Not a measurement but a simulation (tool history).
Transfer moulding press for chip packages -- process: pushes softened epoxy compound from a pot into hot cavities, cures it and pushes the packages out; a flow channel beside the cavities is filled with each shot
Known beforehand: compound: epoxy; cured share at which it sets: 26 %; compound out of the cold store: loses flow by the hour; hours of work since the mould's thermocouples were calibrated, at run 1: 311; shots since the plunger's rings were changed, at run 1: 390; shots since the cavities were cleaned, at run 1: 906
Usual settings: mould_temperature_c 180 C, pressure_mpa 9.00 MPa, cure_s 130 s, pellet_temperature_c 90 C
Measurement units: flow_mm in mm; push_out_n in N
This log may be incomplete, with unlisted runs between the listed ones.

run    hour  mould_temperature_c  pressure_mpa  cure_s  pellet_temperature_c  hours of work since the mould's thermocouples were calibrated  shots since the plunger's rings were changed  shots since the cavities were cleaned  incoming compound's hours out of the cold store  flow_mm  push_out_n
  1     0.0                  180          9.00     130                    90                                                            311                                           390                                    906                                             22.3      795         458
       17.6  -- cavities cleaned with cleaning compound and waxed
  2    29.9                  180          9.00     130                    90                                                            330                                           702                                    135                                             24.0      778         350
  3    70.9                  180          8.04     130                    90                                                            359                                          1152                                    585                                             31.3      710         415
      113.1  -- cavities cleaned with cleaning compound and waxed
  4   117.9                  180          8.04     130                    90                                                            391                                          1652                                     53                                             47.6      664         313
  5   147.7                  180          9.29     130                    90                                                            412                                          1978                                    379                                             44.4      734         382
  6   176.2                  180          9.00     130                    80                                                            432                                          2292                                    693                                             41.9      716         427
      209.9  -- cavities cleaned with cleaning compound and waxed
  7   223.1                  180          9.00     130                    80                                                            463                                          2791                                    145                                             39.3      727         337
  8   274.5                  180          9.00     130                    90                                                            499                                          3355                                    709                                             22.4      750         437
      305.5  -- cavities cleaned with cleaning compound and waxed
  9   324.3                  180          9.00     130                    90                                                            533                                          3886                                    207                                             41.1      728         353
 10   375.3                  180          9.00     130                    90                                                            569                                          4445                                    766                                             24.1      750         429
      402.6  -- cavities cleaned with cleaning compound and waxed
 11   418.4                  180         10.68     130                    90                                                            598                                          4901                                    173                                             29.9      796         349
 12   469.6                  180          9.00     130                    90                                                            634                                          5464                                    736                                             46.9      685         432
      499.3  -- plunger's sealing rings changed
      500.8  -- cavities cleaned with cleaning compound and waxed
 13   533.0                  180          9.00     130                    90                                                            675                                           354                                    354                                             19.1      805         414
 14   558.2                  180          9.00     130                    90                                                            693                                           631                                    631                                             16.3      806         441
      598.2  -- cavities cleaned with cleaning compound and waxed
 15   617.9                  180          7.78     130                    90                                                            733                                          1271                                    217                                             26.0      721         378
 16   672.3                  174          9.00     163                    90                                                            771                                          1867                                    813                                             30.9      783         457
      697.9  -- cavities cleaned with cleaning compound and waxed
 17   730.9                  174          9.00     163                    90                                                            811                                          2494                                    362                                             47.7      732         398
      758.7  -- mould's thermocouples calibrated
 18   774.1                  180          9.52     149                    90                                                             11                                          2947                                    815                                             18.7      795         377
      796.5  -- cavities cleaned with cleaning compound and waxed
 19   811.9                  180         10.00     149                   100                                                             36                                          3346                                    170                                              8.3      833         291
 20   848.4                  180         10.00     149                   100                                                             62                                          3746                                    570                                             45.4      724         353
 21   874.1                  180         10.00     149                   100                                                             80                                          4028                                    852                                             19.3      793         391
      892.1  -- cavities cleaned with cleaning compound and waxed
 22   911.3                  173          7.89     133                    94                                                            105                                          4420                                    210                                             29.2      704         497
 23   946.0                  173          7.89     133                    94                                                            129                                          4802                                    592                                              9.5      749         593
 24   970.6                  173          7.89     157                    92                                                            146                                          5071                                    861                                              9.1      760         486
      992.3  -- cavities cleaned with cleaning compound and waxed
 25  1031.0                  173          7.89     157                    92                                                            187                                          5719                                    425                                             37.6      688         407
     1037.8  -- plunger's sealing rings changed
 26  1066.1                  173          8.57     110                    91                                                            210                                           311                                    782                                             17.2      809         939
     1091.1  -- cavities cleaned with cleaning compound and waxed
 27  1094.2                  182          8.57     110                   100                                                            229                                           604                                     35                                             45.6      704         352

What if the next run were any one of these 3? Each begins from the tool's condition after run 27:
  A  1132.0                  182          8.57     117                    83                                                            255                                          1018                                    449                                             26.3        ?           ?
  B  1132.0                  180          9.00     157                    90                                                            255                                          1018                                    449                                             37.0        ?           ?
  C  1132.0                  180          8.98     130                    82                                                            255                                          1018                                    449                                             13.7        ?           ?

run  flow_mm  push_out_n
  A      743         420
  B      751         328
  C      802         412
With the hidden condition removed and each run's random variation left untouched, the same runs would have given:
run  flow_mm  push_out_n
  A      750         303
  B      758         242
  C      810         298
